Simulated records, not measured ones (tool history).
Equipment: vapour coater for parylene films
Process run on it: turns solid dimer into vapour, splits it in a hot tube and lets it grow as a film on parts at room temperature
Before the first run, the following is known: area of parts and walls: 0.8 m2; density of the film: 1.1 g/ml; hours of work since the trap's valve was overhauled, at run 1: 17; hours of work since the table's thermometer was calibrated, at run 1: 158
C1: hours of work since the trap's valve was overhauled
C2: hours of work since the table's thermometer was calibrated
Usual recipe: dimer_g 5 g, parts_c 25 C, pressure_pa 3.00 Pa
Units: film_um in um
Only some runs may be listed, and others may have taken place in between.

run 1 hour=0.0 | dimer_g=5 parts_c=25 pressure_pa=3.00 | C1=17 C2=158 | film_um=4.44
run 2 hour=19.1 | dimer_g=5 parts_c=25 pressure_pa=3.00 | C1=30 C2=171 | film_um=4.54
run 3 hour=27.2 | dimer_g=5 parts_c=25 pressure_pa=3.00 | C1=35 C2=176 | film_um=4.51
run 4 hour=37.2 | dimer_g=5 parts_c=25 pressure_pa=3.00 | C1=42 C2=183 | film_um=4.57
run 5 hour=55.2 | dimer_g=5 parts_c=25 pressure_pa=3.00 | C1=54 C2=195 | film_um=4.51
run 6 hour=73.1 | dimer_g=5 parts_c=25 pressure_pa=3.00 | C1=66 C2=208 | film_um=4.53
run 7 hour=82.9 | dimer_g=5 parts_c=25 pressure_pa=3.00 | C1=73 C2=214 | film_um=4.49
run 8 hour=99.4 | dimer_g=5 parts_c=25 pressure_pa=3.00 | C1=84 C2=225 | film_um=4.43
run 9 hour=111.3 | dimer_g=2 parts_c=25 pressure_pa=3.00 | C1=92 C2=233 | film_um=1.80
run 10 hour=125.2 | dimer_g=2 parts_c=25 pressure_pa=3.00 | C1=101 C2=243 | film_um=1.80
run 11 hour=135.4 | dimer_g=2 parts_c=25 pressure_pa=3.00 | C1=108 C2=250 | film_um=1.80
run 12 hour=151.4 | dimer_g=5 parts_c=25 pressure_pa=3.00 | C1=119 C2=261 | film_um=4.54
run 13 hour=163.4 | dimer_g=5 parts_c=25 pressure_pa=3.00 | C1=127 C2=269 | film_um=4.46
run 14 hour=181.0 | dimer_g=5 parts_c=25 pressure_pa=3.00 | C1=139 C2=281 | film_um=4.48
run 15 hour=189.9 | dimer_g=5 parts_c=25 pressure_pa=3.00 | C1=145 C2=287 | film_um=4.37
run 16 hour=206.3 | dimer_g=4 parts_c=25 pressure_pa=3.00 | C1=156 C2=298 | film_um=3.51
run 17 hour=216.5 | dimer_g=3 parts_c=25 pressure_pa=3.00 | C1=163 C2=305 | film_um=2.62
run 18 hour=225.0 | dimer_g=3 parts_c=25 pressure_pa=3.00 | C1=169 C2=310 | film_um=2.65

What does the tool deliver on the next run?
run 19 hour=236.4 | dimer_g=5 parts_c=17 pressure_pa=10.86 | C1=177 C2=318 | film_um=?

film_um: 4.42 um
Minus the tool's unlogged condition, the same run would have read film_um 4.57 um.
